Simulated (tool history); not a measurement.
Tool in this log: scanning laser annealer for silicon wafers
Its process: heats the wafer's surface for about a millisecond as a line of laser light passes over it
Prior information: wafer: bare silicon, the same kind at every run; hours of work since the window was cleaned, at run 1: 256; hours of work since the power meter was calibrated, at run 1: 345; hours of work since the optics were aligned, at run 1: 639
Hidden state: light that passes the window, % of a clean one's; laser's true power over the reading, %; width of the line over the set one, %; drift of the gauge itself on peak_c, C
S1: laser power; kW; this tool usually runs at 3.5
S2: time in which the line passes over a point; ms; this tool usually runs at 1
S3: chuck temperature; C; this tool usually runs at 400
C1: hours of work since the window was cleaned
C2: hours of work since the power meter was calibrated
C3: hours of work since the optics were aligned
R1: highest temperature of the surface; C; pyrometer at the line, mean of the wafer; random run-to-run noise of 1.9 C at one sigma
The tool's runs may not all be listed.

{"run": 1, "hour": 0.0, "S1": 3.5, "S2": 1, "S3": 400, "C1": 256, "C2": 345, "C3": 639, "R1": 1148}
{"run": 2, "hour": 70.1, "S1": 3.5, "S2": 1, "S3": 400, "C1": 310, "C2": 399, "C3": 693, "R1": 1149}
{"run": 3, "hour": 114.1, "S1": 3.5, "S2": 1, "S3": 400, "C1": 343, "C2": 433, "C3": 727, "R1": 1146}
{"run": 4, "hour": 158.1, "S1": 3.5, "S2": 1, "S3": 400, "C1": 377, "C2": 467, "C3": 761, "R1": 1143}
{"run": 5, "hour": 218.3, "S1": 3.5, "S2": 1, "S3": 400, "C1": 423, "C2": 513, "C3": 807, "R1": 1140}
{"run": 6, "hour": 252.9, "S1": 3.224, "S2": 1, "S3": 400, "C1": 450, "C2": 539, "C3": 833, "R1": 1075}
{"run": 7, "hour": 299.1, "S1": 3.224, "S2": 1, "S3": 400, "C1": 485, "C2": 575, "C3": 869, "R1": 1073}
{"run": 8, "hour": 357.2, "S1": 3.558, "S2": 1.12, "S3": 422, "C1": 530, "C2": 620, "C3": 913, "R1": 1222}
{"run": 9, "hour": 394.6, "S1": 3.558, "S2": 1.12, "S3": 422, "C1": 559, "C2": 648, "C3": 942, "R1": 1220}
{"hour": 458.8, "done": "optics aligned, line set to its width"}
{"run": 10, "hour": 464.4, "S1": 3.558, "S2": 1.12, "S3": 417, "C1": 608, "C2": 698, "C3": 4, "R1": 1227}
{"run": 11, "hour": 506.4, "S1": 3.096, "S2": 0.83, "S3": 375, "C1": 641, "C2": 730, "C3": 37, "R1": 958}
{"run": 12, "hour": 568.6, "S1": 3.096, "S2": 0.83, "S3": 375, "C1": 688, "C2": 778, "C3": 84, "R1": 955}

Alternative continuations, all from the tool just after run 12; predict every row:
{"run": "A", "hour": 625.6, "S1": 3.157, "S2": 0.79, "S3": 421, "C1": 732, "C2": 822, "C3": 128, "R1": "?"}
{"run": "B", "hour": 625.6, "S1": 3.096, "S2": 0.83, "S3": 361, "C1": 732, "C2": 822, "C3": 128, "R1": "?"}
{"run": "C", "hour": 625.6, "S1": 3.5, "S2": 0.88, "S3": 400, "C1": 732, "C2": 822, "C3": 128, "R1": "?"}
{"run": "D", "hour": 625.6, "S1": 3.728, "S2": 1.16, "S3": 419, "C1": 732, "C2": 822, "C3": 128, "R1": "?"}

run=A R1=995
run=B R1=940
run=C R1=1085
run=D R1=1283
With the hidden condition removed and each run's random variation left untouched, the same runs would have given:
run=A R1=1024
run=B R1=970
run=C R1=1120
run=D R1=1327

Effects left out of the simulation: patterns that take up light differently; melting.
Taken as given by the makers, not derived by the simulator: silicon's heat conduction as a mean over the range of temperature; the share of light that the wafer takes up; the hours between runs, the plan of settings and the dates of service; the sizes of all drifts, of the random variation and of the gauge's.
